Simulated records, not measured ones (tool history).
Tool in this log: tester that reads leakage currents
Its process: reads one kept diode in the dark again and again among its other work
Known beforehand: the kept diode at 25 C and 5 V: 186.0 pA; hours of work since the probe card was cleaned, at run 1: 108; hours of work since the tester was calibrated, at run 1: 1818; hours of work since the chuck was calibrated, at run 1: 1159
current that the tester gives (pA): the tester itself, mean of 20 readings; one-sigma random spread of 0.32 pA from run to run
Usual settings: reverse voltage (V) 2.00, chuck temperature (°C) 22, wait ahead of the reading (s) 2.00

| run | day | reverse voltage (V) | chuck temperature (°C) | wait ahead of the reading (s) | hours of work since the probe card was cleaned | hours of work since the tester was calibrated | hours of work since the chuck was calibrated | current that the tester gives (pA) |
|---|---|---|---|---|---|---|---|---|
| 1 | 0.000 | 2.00 | 22 | 2.00 | 108 | 1818 | 1159 | 115.41 |
| 2 | 4.150 | 2.00 | 22 | 2.00 | 171 | 1881 | 1222 | 116.33 |
| 3 | 6.079 | 2.00 | 22 | 2.00 | 201 | 1910 | 1252 | 116.55 |
| 4 | 9.021 | 2.00 | 22 | 2.00 | 245 | 1955 | 1296 | 116.75 |
| 5 | 11.071 | 2.00 | 51 | 2.00 | 277 | 1987 | 1328 | 1134.18 |
| 6 | 12.838 | 2.00 | 51 | 2.00 | 304 | 2013 | 1355 | 1130.32 |
| 7 | 16.558 | 2.00 | 51 | 2.00 | 360 | 2070 | 1411 | 1139.14 |
| 8 | 18.262 | 2.00 | 51 | 2.00 | 386 | 2096 | 1437 | 1138.43 |
| 9 | 20.262 | 2.00 | 51 | 2.00 | 417 | 2127 | 1468 | 1132.01 |
| 10 | 23.792 | 2.00 | 51 | 1.23 | 471 | 2180 | 1521 | 1145.65 |
| 11 | 26.875 | 2.00 | 22 | 1.26 | 518 | 2227 | 1568 | 119.61 |
| 12 | 30.483 | 2.00 | 22 | 1.26 | 573 | 2282 | 1623 | 119.71 |
| 13 | 32.875 | 2.00 | 22 | 1.26 | 609 | 2319 | 1660 | 120.72 |
| 14 | 36.875 | 2.00 | 22 | 1.26 | 670 | 2380 | 1721 | 121.27 |
| 15 | 38.679 | 2.00 | 38 | 1.13 | 697 | 2407 | 1748 | 444.20 |
| 16 | 41.800 | 15.96 | 27 | 1.54 | 745 | 2455 | 1796 | 383.41 |
| 17 | 44.596 | 15.96 | 27 | 1.54 | 788 | 2497 | 1839 | 384.71 |
| 18 | 46.471 | 15.96 | 27 | 1.54 | 816 | 2526 | 1867 | 384.38 |
| 19 | 50.329 | 12.69 | 54 | 8.19 | 875 | 2585 | 1926 | 2726.89 |
| 20 | 52.871 | 12.69 | 54 | 8.19 | 914 | 2623 | 1965 | 2727.71 |
| 21 | 55.812 | 12.69 | 51 | 8.19 | 959 | 2668 | 2009 | 2216.58 |
| 22 | 57.654 | 9.71 | 22 | 2.00 | 987 | 2696 | 2037 | 216.32 |
| 23 | 60.533 | 9.71 | 22 | 2.00 | 1030 | 2740 | 2081 | 217.06 |
| 24 | 62.429 | 1.70 | 22 | 0.63 | 1059 | 2769 | 2110 | 118.02 |
| 25 | 64.908 | 11.59 | 33 | 7.17 | 1097 | 2807 | 2148 | 564.17 |
| 26 | 66.762 | 1.86 | 41 | 6.03 | 1125 | 2835 | 2176 | 556.47 |
| 27 | 70.267 | 2.36 | 60 | 2.00 | 1179 | 2889 | 2230 | 2351.30 |
| 28 | 72.125 | 5.17 | 22 | 0.33 | 1207 | 2917 | 2258 | 180.14 |

Selected run-to-run steps in current that the tester gives (pA), each split into two signed amounts: the part the tool would show with no hidden state at all (from settings, incoming material and random variation), and the remainder, which goes to the hidden state together with any gauge scatter not common to the measured and the hidden-state-free results:
Hidden state at play: stray current of the dirty probe card, pA a volt; current scale over the true one, %; true chuck temperature over the reading, C; drift of the gauge itself on leakage_pa, %.
Run 18 -> 19: reverse voltage (V) 15.96 -> 12.69, chuck temperature (°C) 27 -> 54, wait ahead of the reading (s) 1.54 -> 8.19. current that the tester gives (pA) +2342.51: hidden state +258.93, all else +2083.58.
Run 27 -> 28: reverse voltage (V) 2.36 -> 5.17, chuck temperature (°C) 60 -> 22, wait ahead of the reading (s) 2.00 -> 0.33. current that the tester gives (pA) -2171.16: hidden state -264.17, all else -1906.99.
